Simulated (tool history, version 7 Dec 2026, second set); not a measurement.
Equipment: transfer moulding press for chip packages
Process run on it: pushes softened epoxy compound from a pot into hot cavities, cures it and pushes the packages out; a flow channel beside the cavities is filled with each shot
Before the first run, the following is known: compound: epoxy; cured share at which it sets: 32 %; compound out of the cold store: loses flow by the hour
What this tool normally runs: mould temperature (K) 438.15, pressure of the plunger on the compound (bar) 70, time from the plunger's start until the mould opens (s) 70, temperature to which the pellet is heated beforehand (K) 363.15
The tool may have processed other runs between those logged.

| run | hour | mould temperature (K) | pressure of the plunger on the compound (bar) | time from the plunger's start until the mould opens (s) | temperature to which the pellet is heated beforehand (K) | incoming compound's hours out of the cold store | length that the compound runs in the flow channel (mm) | greatest force on the pins that push the packages out (N) |
|---|---|---|---|---|---|---|---|---|
| 1 | 0 | 438.15 | 70 | 70 | 363.15 | 25.7 | 823 | 559 |
| 2 | 14 | 438.15 | 70 | 70 | 363.15 | 38.9 | 790 | 592 |
|  | 31.5 | cavities cleaned with cleaning compound and waxed |
| 3 | 32.6 | 438.15 | 70 | 70 | 363.15 | 10.2 | 847 | 487 |
| 4 | 41.9 | 438.15 | 70 | 70 | 363.15 | 38.6 | 813 | 522 |
| 5 | 59.7 | 438.15 | 70 | 70 | 363.15 | 44.5 | 791 | 562 |
| 6 | 72.7 | 438.15 | 70 | 70 | 363.15 | 23.4 | 815 | 611 |
|  | 90.1 | cavities cleaned with cleaning compound and waxed |
| 7 | 94.1 | 438.15 | 66.7 | 70 | 363.15 | 36.6 | 778 | 485 |
| 8 | 106.2 | 438.15 | 70 | 70 | 363.15 | 32.5 | 795 | 534 |
| 9 | 123.9 | 438.15 | 70 | 70 | 363.15 | 41.9 | 774 | 578 |
| 10 | 143.7 | 438.15 | 70 | 70 | 363.15 | 25.7 | 796 | 641 |
|  | 148.6 | cavities cleaned with cleaning compound and waxed |
| 11 | 157.1 | 441.15 | 70 | 70 | 363.15 | 8.5 | 823 | 459 |
| 12 | 166 | 441.15 | 70 | 70 | 363.15 | 32.2 | 782 | 469 |
| 13 | 181.5 | 438.15 | 70 | 70 | 363.15 | 34.6 | 790 | 586 |
| 14 | 191.1 | 438.15 | 70 | 70 | 363.15 | 29.8 | 791 | 627 |
|  | 207.7 | cavities cleaned with cleaning compound and waxed |
| 15 | 207.7 | 438.15 | 70 | 73 | 363.15 | 45.2 | 758 | 428 |
| 16 | 220.7 | 443.15 | 70 | 94 | 363.15 | 22.1 | 780 | 384 |
| 17 | 233.7 | 438.15 | 70 | 54 | 360.15 | 10.3 | 809 | 1066 |
| 18 | 251.4 | 438.15 | 70 | 82 | 357.15 | 17 | 787 | 539 |
| 19 | 263.5 | 439.15 | 87.7 | 81 | 363.15 | 34.4 | 858 | 517 |
|  | 266.1 | cavities cleaned with cleaning compound and waxed |
| 20 | 282.6 | 438.15 | 52.9 | 70 | 363.15 | 35.9 | 664 | 551 |
|  | 297.9 | plunger's sealing rings changed |
| 21 | 298.4 | 438.15 | 52.9 | 70 | 366.15 | 30.7 | 734 | 597 |
|  | 302 | mould's thermocouples calibrated |
| 22 | 319.1 | 438.15 | 52.9 | 70 | 366.15 | 8.1 | 757 | 679 |
|  | 329 | cavities cleaned with cleaning compound and waxed |
| 23 | 329.5 | 438.15 | 52.9 | 70 | 366.15 | 16.4 | 757 | 474 |
| 24 | 339.4 | 431.15 | 70 | 70 | 369.15 | 42.8 | 832 | 795 |
| 25 | 355.2 | 431.15 | 70 | 70 | 369.15 | 11.9 | 893 | 944 |
|  | 369.4 | mould's thermocouples calibrated, once more |
| 26 | 375.2 | 438.15 | 59.3 | 65 | 363.15 | 34.7 | 764 | 717 |
|  | 389.8 | cavities cleaned with cleaning compound and waxed |
| 27 | 396.8 | 438.15 | 82.2 | 88 | 363.15 | 37.1 | 889 | 390 |
| 28 | 407 | 441.15 | 70 | 62 | 363.15 | 32.8 | 816 | 566 |
| 29 | 420.5 | 441.15 | 70 | 62 | 363.15 | 12.5 | 847 | 641 |

Predict each of these 3 candidate next runs independently; none follows another, all start after run 29:
| A | 431.8 | 441.15 | 60.3 | 62 | 363.15 | 46.2 | ? | ? |
| B | 431.8 | 443.15 | 70.3 | 62 | 363.15 | 47.2 | ? | ? |
| C | 431.8 | 438.15 | 53.5 | 70 | 363.15 | 14.4 | ? | ? |

| run | length that the compound runs in the flow channel (mm) | greatest force on the pins that push the packages out (N) |
|---|---|---|
| A | 729 | 642 |
| B | 778 | 571 |
| C | 735 | 664 |
Stripped of hidden state, with their random variation kept, the same runs would have yielded:
| run | length that the compound runs in the flow channel (mm) | greatest force on the pins that push the packages out (N) |
|---|---|---|
| A | 750 | 466 |
| B | 799 | 417 |
| C | 756 | 482 |
